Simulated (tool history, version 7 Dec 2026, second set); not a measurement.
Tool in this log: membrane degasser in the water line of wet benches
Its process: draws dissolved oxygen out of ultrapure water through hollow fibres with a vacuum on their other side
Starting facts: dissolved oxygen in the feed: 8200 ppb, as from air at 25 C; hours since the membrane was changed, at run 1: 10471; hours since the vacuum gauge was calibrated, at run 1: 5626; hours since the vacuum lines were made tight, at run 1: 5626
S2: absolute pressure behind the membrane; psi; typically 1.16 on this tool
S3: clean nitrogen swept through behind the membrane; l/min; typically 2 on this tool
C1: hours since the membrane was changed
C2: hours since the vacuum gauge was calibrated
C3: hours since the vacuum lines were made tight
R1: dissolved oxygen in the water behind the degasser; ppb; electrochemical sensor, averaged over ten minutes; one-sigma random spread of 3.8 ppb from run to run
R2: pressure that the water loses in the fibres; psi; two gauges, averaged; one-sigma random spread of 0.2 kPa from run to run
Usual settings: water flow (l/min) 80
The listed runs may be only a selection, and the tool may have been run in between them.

Run 1, hour 0: usual settings; C1 10471; C2 5626; C3 5626. Result: R1 422.2 ppb, R2 6.482 psi.
Run 2, hour 144.9: usual settings; C1 10616; C2 5771; C3 5771. Result: R1 414.9 ppb, R2 6.445 psi.
Run 3, hour 268.8: usual settings; C1 10740; C2 5895; C3 5895. Result: R1 419.4 ppb, R2 6.469 psi.
Run 4, hour 424.3: usual settings; C1 10895; C2 6050; C3 6050. Result: R1 416.5 ppb, R2 6.46 psi.
Run 5, hour 594.5: usual settings; C1 11066; C2 6220; C3 6220. Result: R1 420.2 ppb, R2 6.464 psi.
Run 6, hour 724.4: usual settings; C1 11195; C2 6350; C3 6350. Result: R1 425.2 ppb, R2 6.506 psi.
Run 7, hour 931.2: usual settings; C1 11402; C2 6557; C3 6557. Result: R1 422.2 ppb, R2 6.477 psi.
Run 8, hour 1090.4: usual settings but S2 2.321 psi; C1 11562; C2 6716; C3 6716. Result: R1 982 ppb, R2 6.453 psi.
At hour 1142.7: membrane cartridge changed.
Run 9, hour 1257.3: usual settings but S2 2.321 psi; C1 115; C2 6879; C3 6879. Result: R1 991.5 ppb, R2 6.118 psi.
Run 10, hour 1370.7: usual settings but S2 2.321 psi; C1 228; C2 6992; C3 6992. Result: R1 980.5 ppb, R2 6.145 psi.
Run 11, hour 1552.7: usual settings but S2 2.321 psi; C1 410; C2 7174; C3 7174. Result: R1 978.2 ppb, R2 6.087 psi.
Run 12, hour 1678.9: usual settings but S2 2.321 psi; C1 536; C2 7301; C3 7301. Result: R1 991 ppb, R2 6.112 psi.
Run 13, hour 1833.6: usual settings but S2 2.321 psi; C1 691; C2 7455; C3 7455. Result: R1 982.7 ppb, R2 6.135 psi.
Run 14, hour 2041.6: usual settings but S2 2.321 psi; C1 899; C2 7663; C3 7663. Result: R1 1000.1 ppb, R2 6.079 psi.
Run 15, hour 2222.9: usual settings but S2 2.321 psi; C1 1080; C2 7845; C3 7845. Result: R1 985.5 ppb, R2 6.099 psi.
At hour 2238.3: vacuum gauge calibrated.
Run 16, hour 2447.5: usual settings but water flow (l/min) 61, S2 2.321 psi, S3 0.81 l/min; C1 1304; C2 209; C3 8069. Result: R1 1535.8 ppb, R2 4.692 psi.
At hour 2484.6: seals of the vacuum lines changed.
Run 17, hour 2682.9: usual settings but water flow (l/min) 88, S2 2.814 psi, S3 0.81 l/min; C1 1538; C2 443; C3 198. Result: R1 2301.8 ppb, R2 6.785 psi.
Run 18, hour 2918.9: usual settings but water flow (l/min) 107, S2 1.041 psi, S3 5.98 l/min; C1 1774; C2 679; C3 434. Result: R1 228.3 ppb, R2 8.28 psi.
Run 19, hour 3153.6: usual settings but water flow (l/min) 107, S2 1.041 psi, S3 5.98 l/min; C1 2008; C2 913; C3 669. Result: R1 228.9 ppb, R2 8.289 psi.
Run 20, hour 3370.6: usual settings but water flow (l/min) 107, S2 1.041 psi, S3 5.98 l/min; C1 2225; C2 1130; C3 886. Result: R1 227.4 ppb, R2 8.244 psi.
At hour 3519.8: vacuum gauge calibrated, once more.
Run 21, hour 3519.8: usual settings but water flow (l/min) 107, S2 1.041 psi, S3 5.98 l/min; C1 2374; C2 0; C3 1035. Result: R1 178.5 ppb, R2 8.199 psi.
Run 22, hour 3650.5: usual settings but water flow (l/min) 88, S2 1.041 psi, S3 2.21 l/min; C1 2505; C2 131; C3 1165. Result: R1 321.5 ppb, R2 6.785 psi.
Run 23, hour 3762: usual settings but S3 2.61 l/min; C1 2616; C2 242; C3 1277. Result: R1 303.3 ppb, R2 6.167 psi.
Run 24, hour 3942.7: usual settings but water flow (l/min) 121, S2 1.346 psi, S3 3.81 l/min; C1 2797; C2 423; C3 1458. Result: R1 421.9 ppb, R2 9.42 psi.
Run 25, hour 4200.3: usual settings but water flow (l/min) 121, S2 1.346 psi, S3 3.81 l/min; C1 3055; C2 681; C3 1715. Result: R1 419.5 ppb, R2 9.385 psi.
Run 26, hour 4337.8: usual settings but water flow (l/min) 121, S2 1.346 psi, S3 3.81 l/min; C1 3192; C2 818; C3 1853. Result: R1 426.6 ppb, R2 9.345 psi.
Run 27, hour 4593.4: usual settings but water flow (l/min) 55, S2 1.928 psi; C1 3448; C2 1074; C3 2108. Result: R1 575.4 ppb, R2 4.274 psi.
Run 28, hour 4837.8: usual settings but water flow (l/min) 55, S2 1.928 psi; C1 3692; C2 1318; C3 2353. Result: R1 564.3 ppb, R2 4.303 psi.
Run 29, hour 5096.7: usual settings but water flow (l/min) 48, S2 2.255 psi, S3 2.39 l/min; C1 3951; C2 1577; C3 2612. Result: R1 530.9 ppb, R2 3.725 psi.
Run 30, hour 5264.2: usual settings but water flow (l/min) 50, S2 1.916 psi; C1 4118; C2 1744; C3 2779. Result: R1 511.9 ppb, R2 3.887 psi.

Here are 3 independent what-if runs from the current tool condition. What would each one return?
Run A, hour 5455.3: usual settings but water flow (l/min) 94, S2 1.819 psi, S3 1.51 l/min; C1 4310; C2 1936; C3 2970. Result: R1 ?, R2 ?.
Run B, hour 5455.3: usual settings but water flow (l/min) 124, S2 0.732 psi, S3 2.59 l/min; C1 4310; C2 1936; C3 2970. Result: R1 ?, R2 ?.
Run C, hour 5455.3: usual settings but water flow (l/min) 50, S2 0.876 psi; C1 4310; C2 1936; C3 2970. Result: R1 ?, R2 ?.

run     R1     R2
  A  983.8  7.364
  B  222.5   9.66
  C  160.9  3.854
Take away the tool's hidden state, keep each run's random variation, and the runs would have read:
run     R1     R2
  A  964.6  7.198
  B  200.4  9.442
  C  149.9  3.765

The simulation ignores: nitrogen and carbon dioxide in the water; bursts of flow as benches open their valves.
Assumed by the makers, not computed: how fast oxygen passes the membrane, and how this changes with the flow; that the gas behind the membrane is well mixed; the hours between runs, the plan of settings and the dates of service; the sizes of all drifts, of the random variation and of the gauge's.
